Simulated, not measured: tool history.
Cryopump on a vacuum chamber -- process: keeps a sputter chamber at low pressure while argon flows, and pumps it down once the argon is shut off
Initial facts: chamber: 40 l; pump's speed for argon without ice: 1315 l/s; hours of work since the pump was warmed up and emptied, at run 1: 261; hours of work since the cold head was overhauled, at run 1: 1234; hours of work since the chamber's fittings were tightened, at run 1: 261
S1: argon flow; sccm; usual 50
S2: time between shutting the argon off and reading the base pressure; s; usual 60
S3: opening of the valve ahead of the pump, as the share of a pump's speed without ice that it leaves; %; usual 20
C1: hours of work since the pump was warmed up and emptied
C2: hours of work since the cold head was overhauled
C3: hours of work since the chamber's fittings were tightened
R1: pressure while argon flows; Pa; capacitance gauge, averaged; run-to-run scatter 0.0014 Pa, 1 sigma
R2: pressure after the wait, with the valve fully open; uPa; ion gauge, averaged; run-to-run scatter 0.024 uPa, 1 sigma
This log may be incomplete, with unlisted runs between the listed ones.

run 1 hour=0.0 | S1=50 S2=60 S3=20 | C1=261 C2=1234 C3=261 | R1=0.3280 R2=1.09
run 2 hour=90.3 | S1=50 S2=288 S3=20 | C1=335 C2=1308 C3=335 | R1=0.3294 R2=0.70
run 3 hour=168.5 | S1=33 S2=60 S3=20 | C1=398 C2=1371 C3=398 | R1=0.2171 R2=1.18
run 4 hour=235.8 | S1=50 S2=60 S3=20 | C1=453 C2=1426 C3=453 | R1=0.3312 R2=1.25
run 5 hour=285.9 | S1=50 S2=60 S3=20 | C1=494 C2=1467 C3=494 | R1=0.3285 R2=1.32
run 6 hour=373.2 | S1=50 S2=60 S3=20 | C1=565 C2=1538 C3=565 | R1=0.3297 R2=1.41
run 7 hour=484.9 | S1=27 S2=120 S3=43 | C1=656 C2=1629 C3=656 | R1=0.0868 R2=1.23
run 8 hour=580.7 | S1=36 S2=120 S3=43 | C1=734 C2=1707 C3=734 | R1=0.1161 R2=1.34
run 9 hour=628.6 | S1=31 S2=104 S3=41 | C1=773 C2=1746 C3=773 | R1=0.1063 R2=1.41
-- hour=683.0 pump warmed up, emptied and cooled again
run 10 hour=732.1 | S1=31 S2=104 S3=41 | C1=40 C2=1826 C3=853 | R1=0.0989 R2=1.39

Difference, measured minus no-hidden-state, one row per run. Run-to-run variation is common to both terms; the gauge's own scatter need not be:
Hidden conditions of the tool in this case: pump's speed, % of a pump's without ice; cold plate's temperature, K; leak into the chamber, uPa l/s; drift of the gauge itself on working_pa, %; drift of the gauge itself on base_upa, %.
run=1 R1=+0.0049 R2=+0.26
run=2 R1=+0.0060 R2=+0.33
run=3 R1=+0.0046 R2=+0.39
run=4 R1=+0.0080 R2=+0.46
run=5 R1=+0.0086 R2=+0.51
run=6 R1=+0.0098 R2=+0.59
run=7 R1=+0.0062 R2=+0.72
run=8 R1=+0.0094 R2=+0.80
run=9 R1=+0.0086 R2=+0.86
run=10 R1=+0.0017 R2=+0.79
